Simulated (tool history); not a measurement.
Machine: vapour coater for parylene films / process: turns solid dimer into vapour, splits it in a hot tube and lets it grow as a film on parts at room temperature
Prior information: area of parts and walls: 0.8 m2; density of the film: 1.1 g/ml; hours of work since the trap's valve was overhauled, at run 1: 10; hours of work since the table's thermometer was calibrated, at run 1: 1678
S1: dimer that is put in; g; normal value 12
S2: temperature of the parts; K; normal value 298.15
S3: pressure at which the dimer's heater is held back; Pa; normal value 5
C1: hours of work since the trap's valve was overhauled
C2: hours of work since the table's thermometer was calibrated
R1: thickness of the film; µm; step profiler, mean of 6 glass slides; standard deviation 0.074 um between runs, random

Run 1, hour 0: usual settings; C1 10; C2 1678. Result: R1 8.54 µm.
Run 2, hour 33.3: usual settings; C1 38; C2 1705. Result: R1 8.66 µm.
Run 3, hour 57.9: usual settings but S2 304.15 K; C1 58; C2 1725. Result: R1 7.37 µm.
Run 4, hour 101.7: usual settings but S2 304.15 K; C1 94; C2 1761. Result: R1 7.13 µm.
Run 5, hour 129.4: usual settings; C1 117; C2 1784. Result: R1 8.24 µm.
Run 6, hour 160.2: usual settings but S1 13 g; C1 142; C2 1809. Result: R1 8.91 µm.
Run 7, hour 187.7: usual settings; C1 164; C2 1832. Result: R1 8.13 µm.
Run 8, hour 230.7: usual settings; C1 200; C2 1867. Result: R1 8.03 µm.
Run 9, hour 259.9: usual settings; C1 224; C2 1891. Result: R1 7.97 µm.
Run 10, hour 297.4: usual settings; C1 254; C2 1922. Result: R1 8.06 µm.
At hour 338.6: trap's valve overhauled.
Run 11, hour 352.6: usual settings; C1 12; C2 1964. Result: R1 8.53 µm.
Run 12, hour 403.1: usual settings; C1 53; C2 2005. Result: R1 8.5 µm.
Run 13, hour 437.8: usual settings; C1 81; C2 2034. Result: R1 8.43 µm.
Run 14, hour 488.6: usual settings but S3 6.21 Pa; C1 123; C2 2075. Result: R1 8.24 µm.
Run 15, hour 537.6: usual settings but S1 16 g; C1 163; C2 2116. Result: R1 10.91 µm.
Run 16, hour 568.3: usual settings but S3 3.11 Pa; C1 189; C2 2141. Result: R1 8.38 µm.
Run 17, hour 617.5: usual settings but S3 3.11 Pa; C1 229; C2 2181. Result: R1 8.28 µm.
Run 18, hour 672.6: usual settings but S3 3.11 Pa; C1 274; C2 2227. Result: R1 8.24 µm.
At hour 689.6: trap's valve overhauled.
Run 19, hour 712.9: usual settings but S3 3.11 Pa; C1 19; C2 2256. Result: R1 8.76 µm.
Run 20, hour 743.2: usual settings but S1 11 g, S2 293.15 K, S3 3.78 Pa; C1 44; C2 2281. Result: R1 8.98 µm.
At hour 773.8: table's thermometer calibrated.
Run 21, hour 793: usual settings but S1 15 g, S2 296.15 K, S3 2.89 Pa; C1 84; C2 16. Result: R1 11.74 µm.
Run 22, hour 844.2: usual settings but S1 13 g, S2 305.15 K, S3 6.35 Pa; C1 126; C2 58. Result: R1 7.64 µm.
Run 23, hour 876.1: usual settings but S1 13 g, S2 305.15 K, S3 6.35 Pa; C1 152; C2 84. Result: R1 7.55 µm.
Run 24, hour 920.5: usual settings but S1 13 g, S2 305.15 K, S3 6.35 Pa; C1 189; C2 120. Result: R1 7.51 µm.
Run 25, hour 953.3: usual settings but S3 7.33 Pa; C1 216; C2 147. Result: R1 8.07 µm.
Run 26, hour 976: usual settings but S1 8 g; C1 234; C2 166. Result: R1 5.44 µm.
Run 27, hour 1000.5: usual settings but S1 20 g, S2 310.15 K; C1 254; C2 186. Result: R1 10.31 µm.
At hour 1044.9: trap's valve overhauled.
Run 28, hour 1051.3: usual settings but S1 20 g, S2 310.15 K; C1 5; C2 224. Result: R1 11.04 µm.
Run 29, hour 1073.8: usual settings but S1 20 g, S2 310.15 K; C1 24; C2 243. Result: R1 11.08 µm.
Run 30, hour 1115: usual settings but S1 20 g, S2 310.15 K; C1 57; C2 277. Result: R1 10.67 µm.
Run 31, hour 1165.9: usual settings but S1 15 g, S2 305.15 K, S3 4.69 Pa; C1 99; C2 319. Result: R1 9.03 µm.
Run 32, hour 1200.5: usual settings but S1 15 g, S2 305.15 K, S3 4.69 Pa; C1 128; C2 347. Result: R1 8.9 µm.
Run 33, hour 1238.7: usual settings but S1 5 g, S2 294.15 K, S3 2.09 Pa; C1 159; C2 378. Result: R1 4.08 µm.
Run 34, hour 1294.2: usual settings but S1 5 g, S2 294.15 K, S3 2.09 Pa; C1 205; C2 424. Result: R1 4.06 µm.
Run 35, hour 1327.6: usual settings but S1 5 g, S2 294.15 K, S3 2.09 Pa; C1 232; C2 451. Result: R1 3.97 µm.
Run 36, hour 1372.2: usual settings but S1 9 g, S3 9.11 Pa; C1 269; C2 488. Result: R1 5.86 µm.
At hour 1398.6: trap's valve overhauled.
Run 37, hour 1400.7: usual settings but S1 9 g, S2 295.15 K, S3 9.74 Pa; C1 2; C2 508. Result: R1 6.78 µm.

Predict each of these 4 candidate next runs independently; none follows another, all start after run 37:
Run A, hour 1448.4: usual settings but S1 9 g, S2 295.15 K, S3 9.74 Pa; C1 41; C2 547. Result: R1 ?.
Run B, hour 1448.4: usual settings but S3 9.22 Pa; C1 41; C2 547. Result: R1 ?.
Run C, hour 1448.4: usual settings but S2 295.15 K, S3 9.74 Pa; C1 41; C2 547. Result: R1 ?.
Run D, hour 1448.4: usual settings but S1 6 g, S2 309.15 K, S3 5.03 Pa; C1 41; C2 547. Result: R1 ?.

run    R1
  A  6.67
  B   8.3
  C     9
  D  3.36
The same runs, with their run-to-run variation unchanged, on a tool lacking any hidden condition would have given:
run    R1
  A   6.8
  B  8.46
  C  9.17
  D  3.42

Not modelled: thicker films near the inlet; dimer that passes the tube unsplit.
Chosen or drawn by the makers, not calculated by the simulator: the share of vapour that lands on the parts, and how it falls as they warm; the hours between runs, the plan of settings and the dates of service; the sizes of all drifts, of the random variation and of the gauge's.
